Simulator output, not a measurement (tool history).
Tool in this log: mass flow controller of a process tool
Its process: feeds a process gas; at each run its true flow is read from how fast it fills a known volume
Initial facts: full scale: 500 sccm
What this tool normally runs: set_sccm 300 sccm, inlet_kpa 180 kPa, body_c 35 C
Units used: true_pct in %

run	hour	set_sccm	inlet_kpa	body_c	true_pct
1	0.0	300	180	35	102.60
2	299.6	120	180	35	101.70
3	729.0	120	180	35	101.59
4	1189.8	120	180	35	101.63
# hour 1508.3: controller exchanged for a calibrated one
5	1713.9	300	143	35	99.79
6	2248.2	300	180	35	99.86
7	2682.9	300	180	35	99.91
8	3092.8	300	180	35	99.92
9	3490.2	300	180	35	99.99
10	3817.0	300	180	35	100.01
11	4338.9	300	180	35	100.06
12	4871.0	300	180	35	100.11
13	5348.2	300	180	35	100.05
14	5664.4	300	180	35	100.14
15	6054.7	300	180	35	100.18
16	6425.3	300	180	35	100.05
17	6690.8	300	160	35	100.14
18	7230.8	300	160	35	100.11
19	7548.4	300	180	35	100.36
20	7853.1	300	180	35	100.23
21	8422.8	300	233	35	100.45
22	8826.4	57	188	35	98.67
23	9214.8	116	156	35	99.43
24	9605.7	300	166	35	100.45
25	10013.1	300	166	35	100.52
26	10347.9	239	166	35	100.32
27	10861.5	144	163	35	99.77
# hour 10903.1: controller's zero set anew
28	11419.5	144	163	35	99.38
29	11965.3	245	142	27	99.42
# hour 12427.1: controller's zero set anew, once more
30	12508.2	54	225	23	99.40
31	13053.6	388	165	35	101.43
32	13388.8	300	221	30	100.84
33	13720.3	300	221	30	100.91
34	14011.6	300	221	30	100.93
35	14568.1	78	180	22	99.48
36	14823.5	300	214	21	100.43
37	15386.0	300	214	21	100.40
38	15963.6	300	214	21	100.64
39	16299.1	300	214	21	100.65
40	16683.5	300	214	21	100.67
41	17258.8	300	214	21	100.61

Consider 4 possible next runs. They are alternatives, not a sequence: every one starts from the tool as it was left by run 41. What does each give?
A	17776.0	251	180	35	?
B	17776.0	191	214	26	?
C	17776.0	431	180	31	?
D	17776.0	300	203	21	?

run	true_pct
A	101.37
B	100.61
C	101.60
D	100.54
Without the tool's unlogged condition, the same runs would have read:
run	true_pct
A	99.99
B	99.32
C	100.10
D	99.11
